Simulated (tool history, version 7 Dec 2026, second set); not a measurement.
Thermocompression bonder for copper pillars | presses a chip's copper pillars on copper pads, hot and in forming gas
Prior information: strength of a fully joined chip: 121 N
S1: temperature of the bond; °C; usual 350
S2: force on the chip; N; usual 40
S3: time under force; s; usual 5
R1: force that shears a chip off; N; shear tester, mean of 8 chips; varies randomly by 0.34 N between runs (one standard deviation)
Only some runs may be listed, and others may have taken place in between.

| run | hour | S1 | S2 | S3 | R1 |
|---|---|---|---|---|---|
| 1 | 0 | 350 | 40 | 5 | 77.8 |
| 2 | 55.1 | 350 | 40 | 3 | 67.5 |
| 3 | 94.3 | 350 | 40 | 5 | 77.3 |
| 4 | 147.4 | 350 | 40 | 5 | 77.4 |
| 5 | 191.7 | 350 | 36 | 5 | 72 |
| 6 | 242.9 | 350 | 40 | 5 | 77 |
| 7 | 283.9 | 356 | 40 | 5 | 79.1 |
| 8 | 336.7 | 356 | 40 | 5 | 79 |
| 9 | 379.3 | 356 | 28 | 5 | 60.8 |
| 10 | 440.5 | 356 | 28 | 5 | 60.7 |
|  | 449 | forming gas filter changed |
| 11 | 486.3 | 356 | 28 | 5 | 63.9 |
| 12 | 521.3 | 350 | 40 | 5 | 79.1 |
|  | 539.1 | heater calibrated with a thermocouple chip |
| 13 | 555.2 | 350 | 40 | 5 | 81.9 |
| 14 | 621.9 | 332 | 40 | 5 | 73.2 |
| 15 | 690.3 | 350 | 40 | 5 | 80.8 |
| 16 | 763 | 350 | 40 | 5 | 79.6 |
| 17 | 808.5 | 350 | 40 | 5 | 81 |
| 18 | 841.2 | 321 | 40 | 5 | 66.7 |
| 19 | 873.3 | 321 | 40 | 6 | 70.8 |
| 20 | 909.9 | 321 | 40 | 6 | 70.3 |
| 21 | 969.3 | 362 | 24 | 11 | 74.4 |
| 22 | 1031.3 | 350 | 37 | 3 | 64.8 |
| 23 | 1095.8 | 350 | 37 | 3 | 63.8 |
|  | 1131.5 | forming gas filter changed |
| 24 | 1131.5 | 350 | 37 | 3 | 67.8 |
| 25 | 1185 | 350 | 50 | 14 | 110.5 |
| 26 | 1236.4 | 376 | 26 | 7 | 77.4 |
| 27 | 1306.2 | 376 | 26 | 7 | 77.2 |
| 28 | 1340 | 350 | 45 | 5 | 86.5 |
| 29 | 1398.1 | 359 | 31 | 5 | 71 |
| 30 | 1469.9 | 359 | 31 | 5 | 71.1 |
| 31 | 1517 | 359 | 31 | 5 | 71.4 |
| 32 | 1566 | 359 | 31 | 5 | 70.6 |
| 33 | 1597.7 | 359 | 31 | 5 | 70.2 |
| 34 | 1637.5 | 371 | 31 | 5 | 75.4 |
| 35 | 1703.3 | 371 | 31 | 5 | 75 |
| 36 | 1742 | 371 | 31 | 5 | 74.9 |
|  | 1808.6 | force cell calibrated |
| 37 | 1809.6 | 358 | 41 | 15 | 100.7 |
|  | 1815.9 | forming gas filter changed |
| 38 | 1863 | 350 | 40 | 10 | 94.6 |
| 39 | 1906.1 | 323 | 27 | 11 | 63.7 |

4 options for the next run, each taken on its own from the tool as it stands now. Forecast them:
| A | 1965.7 | 332 | 27 | 11 | ? |
| B | 1965.7 | 379 | 48 | 5 | ? |
| C | 1965.7 | 378 | 52 | 3 | ? |
| D | 1965.7 | 350 | 40 | 5 | ? |

| run | R1 |
|---|---|
| A | 68 |
| B | 99.6 |
| C | 93.1 |
| D | 79.8 |
Stripped of hidden state, with their random variation kept, the same runs would have yielded:
| run | R1 |
|---|---|
| A | 70 |
| B | 101.5 |
| C | 95.1 |
| D | 81.8 |

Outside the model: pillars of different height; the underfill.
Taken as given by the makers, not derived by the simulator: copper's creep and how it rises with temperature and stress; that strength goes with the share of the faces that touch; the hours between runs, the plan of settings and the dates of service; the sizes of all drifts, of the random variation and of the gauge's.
